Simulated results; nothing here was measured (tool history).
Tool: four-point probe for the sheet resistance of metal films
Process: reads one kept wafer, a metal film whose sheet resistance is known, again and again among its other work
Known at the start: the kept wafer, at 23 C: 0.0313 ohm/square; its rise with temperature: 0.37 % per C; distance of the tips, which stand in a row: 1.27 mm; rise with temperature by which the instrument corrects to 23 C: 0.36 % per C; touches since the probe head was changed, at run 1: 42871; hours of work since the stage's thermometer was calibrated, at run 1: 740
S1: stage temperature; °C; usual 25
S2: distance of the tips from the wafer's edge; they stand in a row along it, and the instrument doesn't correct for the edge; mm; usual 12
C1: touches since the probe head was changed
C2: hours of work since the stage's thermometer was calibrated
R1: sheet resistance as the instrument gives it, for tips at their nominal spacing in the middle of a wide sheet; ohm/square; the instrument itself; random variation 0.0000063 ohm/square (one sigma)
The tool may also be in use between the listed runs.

Run 1, hour 0: usual settings; C1 42871; C2 740. Result: R1 0.031477 ohm/square.
Run 2, hour 44.8: usual settings; C1 45615; C2 772. Result: R1 0.031482 ohm/square.
Run 3, hour 82.1: usual settings; C1 47904; C2 799. Result: R1 0.031499 ohm/square.
Run 4, hour 118.8: usual settings; C1 50154; C2 825. Result: R1 0.031499 ohm/square.
Run 5, hour 152.1: usual settings but S2 3 mm; C1 52195; C2 849. Result: R1 0.034041 ohm/square.
Run 6, hour 194.1: usual settings but S2 3 mm; C1 54769; C2 879. Result: R1 0.034041 ohm/square.
Run 7, hour 250.5: usual settings but S2 3 mm; C1 58225; C2 919. Result: R1 0.034023 ohm/square.
Run 8, hour 288.6: usual settings; C1 60563; C2 947. Result: R1 0.031492 ohm/square.
Run 9, hour 328.9: usual settings; C1 63032; C2 975. Result: R1 0.03149 ohm/square.
Run 10, hour 357.2: usual settings but S1 31 °C; C1 64765; C2 996. Result: R1 0.031519 ohm/square.
Run 11, hour 388.4: usual settings but S1 31 °C; C1 66676; C2 1018. Result: R1 0.031519 ohm/square.
Run 12, hour 433: usual settings but S1 31 °C; C1 69414; C2 1050. Result: R1 0.031505 ohm/square.
Run 13, hour 477: usual settings but S2 7 mm; C1 72113; C2 1081. Result: R1 0.031855 ohm/square.
Run 14, hour 529.6: usual settings but S2 7 mm; C1 75337; C2 1119. Result: R1 0.031847 ohm/square.
Run 15, hour 560.7: usual settings; C1 77240; C2 1141. Result: R1 0.031483 ohm/square.
Run 16, hour 612.3: usual settings but S1 24 °C; C1 80402; C2 1178. Result: R1 0.031484 ohm/square.
Run 17, hour 662.1: usual settings but S1 24 °C; C1 83456; C2 1214. Result: R1 0.031469 ohm/square.
Run 18, hour 694: usual settings but S1 24 °C; C1 85413; C2 1237. Result: R1 0.03148 ohm/square.
Run 19, hour 753.2: usual settings but S1 24 °C; C1 89040; C2 1279. Result: R1 0.031494 ohm/square.
Run 20, hour 800.9: usual settings but S1 24 °C; C1 91966; C2 1313. Result: R1 0.031481 ohm/square.
Run 21, hour 830.9: usual settings but S1 27 °C, S2 16 mm; C1 93805; C2 1335. Result: R1 0.031424 ohm/square.
At hour 835.9: new probe head fitted.
Run 22, hour 878.2: usual settings but S1 35 °C, S2 19 mm; C1 2593; C2 1368. Result: R1 0.031413 ohm/square.
Run 23, hour 904.1: usual settings but S1 35 °C, S2 19 mm; C1 4180; C2 1386. Result: R1 0.031425 ohm/square.
Run 24, hour 953.5: usual settings but S1 35 °C, S2 19 mm; C1 7206; C2 1422. Result: R1 0.031422 ohm/square.
Run 25, hour 1001.1: usual settings but S1 35 °C, S2 19 mm; C1 10127; C2 1456. Result: R1 0.031414 ohm/square.
Run 26, hour 1033.4: usual settings but S1 35 °C, S2 19 mm; C1 12107; C2 1479. Result: R1 0.031421 ohm/square.
Run 27, hour 1081.9: usual settings but S1 35 °C, S2 19 mm; C1 15075; C2 1514. Result: R1 0.031413 ohm/square.
Run 28, hour 1120.2: usual settings but S1 32 °C, S2 72 mm; C1 17425; C2 1541. Result: R1 0.031339 ohm/square.
Run 29, hour 1168: usual settings but S1 32 °C, S2 72 mm; C1 20353; C2 1575. Result: R1 0.031327 ohm/square.
Run 30, hour 1224.1: usual settings but S1 26 °C, S2 6 mm; C1 23794; C2 1615. Result: R1 0.032048 ohm/square.
Run 31, hour 1263: usual settings but S1 34 °C, S2 7 mm; C1 26175; C2 1643. Result: R1 0.031869 ohm/square.
Run 32, hour 1314.4: usual settings; C1 29330; C2 1680. Result: R1 0.031497 ohm/square.
Run 33, hour 1374.9: usual settings but S1 22 °C, S2 7 mm; C1 33038; C2 1723. Result: R1 0.031832 ohm/square.
Run 34, hour 1423.3: usual settings but S1 32 °C, S2 7 mm; C1 36004; C2 1758. Result: R1 0.031876 ohm/square.
Run 35, hour 1477.5: usual settings but S1 32 °C, S2 7 mm; C1 39324; C2 1797. Result: R1 0.031877 ohm/square.
Run 36, hour 1512.2: usual settings but S1 32 °C, S2 7 mm; C1 41451; C2 1821. Result: R1 0.031882 ohm/square.
Run 37, hour 1547.1: usual settings but S1 20 °C, S2 5 mm; C1 43593; C2 1846. Result: R1 0.032333 ohm/square.
Run 38, hour 1588.1: usual settings but S1 20 °C, S2 5 mm; C1 46108; C2 1876. Result: R1 0.032335 ohm/square.
Run 39, hour 1624.7: usual settings but S1 20 °C, S2 5 mm; C1 48351; C2 1902. Result: R1 0.032331 ohm/square.
Run 40, hour 1678.7: usual settings but S1 21 °C, S2 5 mm; C1 51661; C2 1941. Result: R1 0.032334 ohm/square.

Hidden state or all else? Some run-to-run changes of R1, split into what the settings, what came in and random variation would give without the hidden state, and what is left for the hidden state (with any gauge scatter that isn't in both results):
The hidden state here: inner tips' distance over the nominal, %; tips' flats over new ones', %; wafer's true temperature over the reading, C; drift of the gauge itself on sheet_ohm, %.
Run 2 -> 3: no setting changed, nothing entered. R1 +0.000017 ohm/square: hidden state -0.000001, all else +0.000018.
Run 3 -> 4: no setting changed, nothing entered. R1 +0 ohm/square: hidden state +0.000001, all else -0.000001.
Run 4 -> 5: S2 12 -> 3. R1 +0.002542 ohm/square: hidden state -0.000001, all else +0.002543.
Run 7 -> 8: S2 3 -> 12. R1 -0.002531 ohm/square: hidden state +0, all else -0.002531.
Run 21 -> 22: S1 27 -> 35, S2 16 -> 19, new probe head fitted. R1 -0.000011 ohm/square: hidden state +0.000006, all else -0.000017.
Run 29 -> 30: S1 32 -> 26, S2 72 -> 6. R1 +0.000721 ohm/square: hidden state +0, all else +0.000721.

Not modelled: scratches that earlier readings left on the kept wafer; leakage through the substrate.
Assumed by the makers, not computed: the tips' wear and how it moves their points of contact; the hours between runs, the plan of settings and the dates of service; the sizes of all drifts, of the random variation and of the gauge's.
